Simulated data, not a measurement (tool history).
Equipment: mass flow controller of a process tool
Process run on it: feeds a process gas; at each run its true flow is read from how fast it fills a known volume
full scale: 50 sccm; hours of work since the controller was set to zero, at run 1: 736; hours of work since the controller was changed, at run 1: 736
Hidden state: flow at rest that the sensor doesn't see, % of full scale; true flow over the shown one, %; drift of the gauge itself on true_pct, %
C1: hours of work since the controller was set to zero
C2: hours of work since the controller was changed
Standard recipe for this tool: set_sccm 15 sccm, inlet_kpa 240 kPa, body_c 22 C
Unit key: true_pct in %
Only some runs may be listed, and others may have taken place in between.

{"run": 1, "hour": 0.0, "set_sccm": 15, "inlet_kpa": 240, "body_c": 22, "C1": 736, "C2": 736, "true_pct": 96.77}
{"run": 2, "hour": 179.4, "set_sccm": 15, "inlet_kpa": 240, "body_c": 22, "C1": 844, "C2": 844, "true_pct": 96.75}
{"run": 3, "hour": 469.9, "set_sccm": 15, "inlet_kpa": 240, "body_c": 22, "C1": 1019, "C2": 1019, "true_pct": 96.64}
{"run": 4, "hour": 825.6, "set_sccm": 15, "inlet_kpa": 240, "body_c": 22, "C1": 1234, "C2": 1234, "true_pct": 96.58}
{"run": 5, "hour": 1211.9, "set_sccm": 15, "inlet_kpa": 240, "body_c": 22, "C1": 1466, "C2": 1466, "true_pct": 96.59}
{"run": 6, "hour": 1453.1, "set_sccm": 15, "inlet_kpa": 240, "body_c": 22, "C1": 1612, "C2": 1612, "true_pct": 96.39}
{"run": 7, "hour": 1683.8, "set_sccm": 15, "inlet_kpa": 240, "body_c": 22, "C1": 1751, "C2": 1751, "true_pct": 96.44}
{"run": 8, "hour": 1944.2, "set_sccm": 15, "inlet_kpa": 240, "body_c": 35, "C1": 1908, "C2": 1908, "true_pct": 97.74}
{"run": 9, "hour": 2314.5, "set_sccm": 20, "inlet_kpa": 240, "body_c": 35, "C1": 2131, "C2": 2131, "true_pct": 97.99}
{"run": 10, "hour": 2676.5, "set_sccm": 15, "inlet_kpa": 240, "body_c": 22, "C1": 2349, "C2": 2349, "true_pct": 96.07}
{"run": 11, "hour": 2851.7, "set_sccm": 15, "inlet_kpa": 184, "body_c": 22, "C1": 2455, "C2": 2455, "true_pct": 95.69}
{"run": 12, "hour": 3197.7, "set_sccm": 5, "inlet_kpa": 141, "body_c": 22, "C1": 2663, "C2": 2663, "true_pct": 93.15}
{"run": 13, "hour": 3599.9, "set_sccm": 5, "inlet_kpa": 152, "body_c": 22, "C1": 2906, "C2": 2906, "true_pct": 92.98}
{"run": 14, "hour": 3785.2, "set_sccm": 38, "inlet_kpa": 165, "body_c": 34, "C1": 3017, "C2": 3017, "true_pct": 99.01}
{"run": 15, "hour": 4077.7, "set_sccm": 18, "inlet_kpa": 243, "body_c": 39, "C1": 3194, "C2": 3194, "true_pct": 97.92}
{"run": 16, "hour": 4262.3, "set_sccm": 18, "inlet_kpa": 243, "body_c": 39, "C1": 3305, "C2": 3305, "true_pct": 97.75}
{"run": 17, "hour": 4638.4, "set_sccm": 18, "inlet_kpa": 243, "body_c": 39, "C1": 3532, "C2": 3532, "true_pct": 97.85}
{"run": 18, "hour": 4932.9, "set_sccm": 15, "inlet_kpa": 240, "body_c": 23, "C1": 3709, "C2": 3709, "true_pct": 95.47}
{"run": 19, "hour": 5287.3, "set_sccm": 7, "inlet_kpa": 251, "body_c": 34, "C1": 3923, "C2": 3923, "true_pct": 94.83}
{"run": 20, "hour": 5640.4, "set_sccm": 27, "inlet_kpa": 255, "body_c": 37, "C1": 4136, "C2": 4136, "true_pct": 98.24}
{"run": 21, "hour": 5912.4, "set_sccm": 15, "inlet_kpa": 158, "body_c": 22, "C1": 4300, "C2": 4300, "true_pct": 94.92}

Forecast each of these 5 alternatives for the next run:
{"run": "A", "hour": 6202.5, "set_sccm": 12, "inlet_kpa": 162, "body_c": 35, "C1": 4475, "C2": 4475, "true_pct": "?"}
{"run": "B", "hour": 6202.5, "set_sccm": 14, "inlet_kpa": 212, "body_c": 22, "C1": 4475, "C2": 4475, "true_pct": "?"}
{"run": "C", "hour": 6202.5, "set_sccm": 37, "inlet_kpa": 238, "body_c": 33, "C1": 4475, "C2": 4475, "true_pct": "?"}
{"run": "D", "hour": 6202.5, "set_sccm": 39, "inlet_kpa": 158, "body_c": 22, "C1": 4475, "C2": 4475, "true_pct": "?"}
{"run": "E", "hour": 6202.5, "set_sccm": 16, "inlet_kpa": 215, "body_c": 24, "C1": 4475, "C2": 4475, "true_pct": "?"}

run=A true_pct=95.79
run=B true_pct=94.93
run=C true_pct=98.60
run=D true_pct=97.20
run=E true_pct=95.40
Without the tool's unlogged condition, the same runs would have read:
run=A true_pct=98.51
run=B true_pct=97.41
run=C true_pct=100.22
run=D true_pct=98.79
run=E true_pct=97.71
